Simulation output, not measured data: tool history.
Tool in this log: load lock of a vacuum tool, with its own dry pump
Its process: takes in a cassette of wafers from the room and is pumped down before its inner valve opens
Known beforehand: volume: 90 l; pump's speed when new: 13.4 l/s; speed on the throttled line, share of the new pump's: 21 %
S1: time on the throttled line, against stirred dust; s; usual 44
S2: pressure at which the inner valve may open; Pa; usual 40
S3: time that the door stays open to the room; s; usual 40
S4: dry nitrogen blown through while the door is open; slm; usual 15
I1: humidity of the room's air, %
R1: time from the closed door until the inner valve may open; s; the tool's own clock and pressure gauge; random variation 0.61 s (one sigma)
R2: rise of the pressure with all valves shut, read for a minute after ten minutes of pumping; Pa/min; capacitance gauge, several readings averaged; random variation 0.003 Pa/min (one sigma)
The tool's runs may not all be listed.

{"run": 1, "day": 0.0, "S1": 44, "S2": 40, "S3": 40, "S4": 15, "I1": 43.3, "R1": 89.1, "R2": 0.016}
{"run": 2, "day": 3.621, "S1": 44, "S2": 55, "S3": 40, "S4": 15, "I1": 46.1, "R1": 85, "R2": 0.013}
{"run": 3, "day": 6.179, "S1": 44, "S2": 55, "S3": 40, "S4": 15, "I1": 43.9, "R1": 85.7, "R2": 0.019}
{"run": 4, "day": 10.3, "S1": 44, "S2": 55, "S3": 40, "S4": 15, "I1": 45.8, "R1": 86.1, "R2": 0.018}
{"run": 5, "day": 14.254, "S1": 44, "S2": 40, "S3": 101, "S4": 15, "I1": 46.5, "R1": 86.7, "R2": 0.019}
{"run": 6, "day": 16.196, "S1": 44, "S2": 40, "S3": 101, "S4": 8, "I1": 40.8, "R1": 88.6, "R2": 0.028}
{"run": 7, "day": 19.483, "S1": 44, "S2": 40, "S3": 101, "S4": 8, "I1": 44.3, "R1": 86.6, "R2": 0.032}
{"run": 8, "day": 23.121, "S1": 44, "S2": 40, "S3": 40, "S4": 15, "I1": 44.5, "R1": 87.4, "R2": 0.011}
{"run": 9, "day": 27.138, "S1": 44, "S2": 40, "S3": 40, "S4": 15, "I1": 47.4, "R1": 87.5, "R2": 0.018}
{"run": 10, "day": 30.638, "S1": 44, "S2": 40, "S3": 40, "S4": 15, "I1": 43, "R1": 87.1, "R2": 0.019}
{"run": 11, "day": 32.554, "S1": 44, "S2": 40, "S3": 40, "S4": 15, "I1": 46.5, "R1": 87.6, "R2": 0.021}
{"run": 12, "day": 36.821, "S1": 44, "S2": 40, "S3": 40, "S4": 15, "I1": 42.4, "R1": 86.3, "R2": 0.009}
{"run": 13, "day": 39.062, "S1": 44, "S2": 40, "S3": 40, "S4": 15, "I1": 46.3, "R1": 88.1, "R2": 0.016}
{"run": 14, "day": 42.425, "S1": 44, "S2": 38, "S3": 40, "S4": 15, "I1": 45.8, "R1": 87.4, "R2": 0.018}
{"run": 15, "day": 45.946, "S1": 44, "S2": 47, "S3": 40, "S4": 15, "I1": 45, "R1": 86.3, "R2": 0.021}
{"run": 16, "day": 50.517, "S1": 44, "S2": 40, "S3": 40, "S4": 15, "I1": 45.1, "R1": 87.8, "R2": 0.014}
{"run": 17, "day": 52.504, "S1": 44, "S2": 40, "S3": 40, "S4": 15, "I1": 44.2, "R1": 87, "R2": 0.021}
{"run": 18, "day": 56.354, "S1": 44, "S2": 40, "S3": 40, "S4": 15, "I1": 49.1, "R1": 87, "R2": 0.023}
{"run": 19, "day": 60.146, "S1": 44, "S2": 40, "S3": 40, "S4": 15, "I1": 47.6, "R1": 87.4, "R2": 0.012}
{"run": 20, "day": 62.054, "S1": 44, "S2": 40, "S3": 40, "S4": 15, "I1": 48, "R1": 88.2, "R2": 0.021}
{"run": 21, "day": 64.242, "S1": 34, "S2": 41, "S3": 141, "S4": 28, "I1": 47.7, "R1": 79.7, "R2": 0.019}
{"run": 22, "day": 66.533, "S1": 27, "S2": 40, "S3": 40, "S4": 4, "I1": 43.6, "R1": 72.6, "R2": 0.028}
{"run": 23, "day": 69.504, "S1": 46, "S2": 40, "S3": 40, "S4": 8, "I1": 43, "R1": 89.5, "R2": 0.024}
{"run": 24, "day": 72.712, "S1": 46, "S2": 40, "S3": 40, "S4": 8, "I1": 45.8, "R1": 88.4, "R2": 0.018}
{"run": 25, "day": 76.179, "S1": 22, "S2": 59, "S3": 185, "S4": 31, "I1": 47.3, "R1": 67.4, "R2": 0.028}
{"run": 26, "day": 79.508, "S1": 48, "S2": 40, "S3": 40, "S4": 12, "I1": 43.8, "R1": 89, "R2": 0.015}
{"run": 27, "day": 83.171, "S1": 72, "S2": 68, "S3": 70, "S4": 15, "I1": 41.6, "R1": 106.2, "R2": 0.012}
{"run": 28, "day": 87.738, "S1": 72, "S2": 68, "S3": 70, "S4": 15, "I1": 43.1, "R1": 107.1, "R2": 0.019}
{"run": 29, "day": 92.312, "S1": 72, "S2": 68, "S3": 70, "S4": 15, "I1": 48, "R1": 106.4, "R2": 0.026}
{"run": 30, "day": 95.579, "S1": 39, "S2": 52, "S3": 70, "S4": 20, "I1": 46.6, "R1": 81.6, "R2": 0.015}
{"run": 31, "day": 97.588, "S1": 44, "S2": 54, "S3": 40, "S4": 37, "I1": 42.9, "R1": 85.3, "R2": 0.01}
{"run": 32, "day": 101.142, "S1": 44, "S2": 54, "S3": 40, "S4": 37, "I1": 46, "R1": 85.3, "R2": 0.004}
{"run": 33, "day": 105.742, "S1": 52, "S2": 45, "S3": 40, "S4": 15, "I1": 44, "R1": 94.1, "R2": 0.019}
{"run": 34, "day": 110.058, "S1": 52, "S2": 45, "S3": 40, "S4": 15, "I1": 43.8, "R1": 91.7, "R2": 0.011}
{"run": 35, "day": 113.946, "S1": 44, "S2": 40, "S3": 58, "S4": 17, "I1": 49.4, "R1": 87.4, "R2": 0.018}
{"run": 36, "day": 117.521, "S1": 44, "S2": 40, "S3": 58, "S4": 17, "I1": 47, "R1": 88, "R2": 0.017}
{"run": 37, "day": 121.854, "S1": 44, "S2": 40, "S3": 58, "S4": 17, "I1": 44.8, "R1": 87.9, "R2": 0.019}
{"run": 38, "day": 126.275, "S1": 58, "S2": 58, "S3": 40, "S4": 15, "I1": 47, "R1": 96.6, "R2": 0.021}

Consider 3 possible next runs. They are alternatives, not a sequence: every one starts from the tool as it was left by run 38. What does each give?
{"run": "A", "day": 128.321, "S1": 58, "S2": 30, "S3": 40, "S4": 15, "I1": 44.4, "R1": "?", "R2": "?"}
{"run": "B", "day": 128.321, "S1": 44, "S2": 41, "S3": 217, "S4": 15, "I1": 42.6, "R1": "?", "R2": "?"}
{"run": "C", "day": 128.321, "S1": 40, "S2": 58, "S3": 40, "S4": 15, "I1": 43.5, "R1": "?", "R2": "?"}

run=A R1=101.3 R2=0.016
run=B R1=87.5 R2=0.027
run=C R1=82.1 R2=0.013
Had the tool no hidden state, the same runs would have come out as:
run=A R1=101.3 R2=0.015
run=B R1=87.5 R2=0.026
run=C R1=82.1 R2=0.012
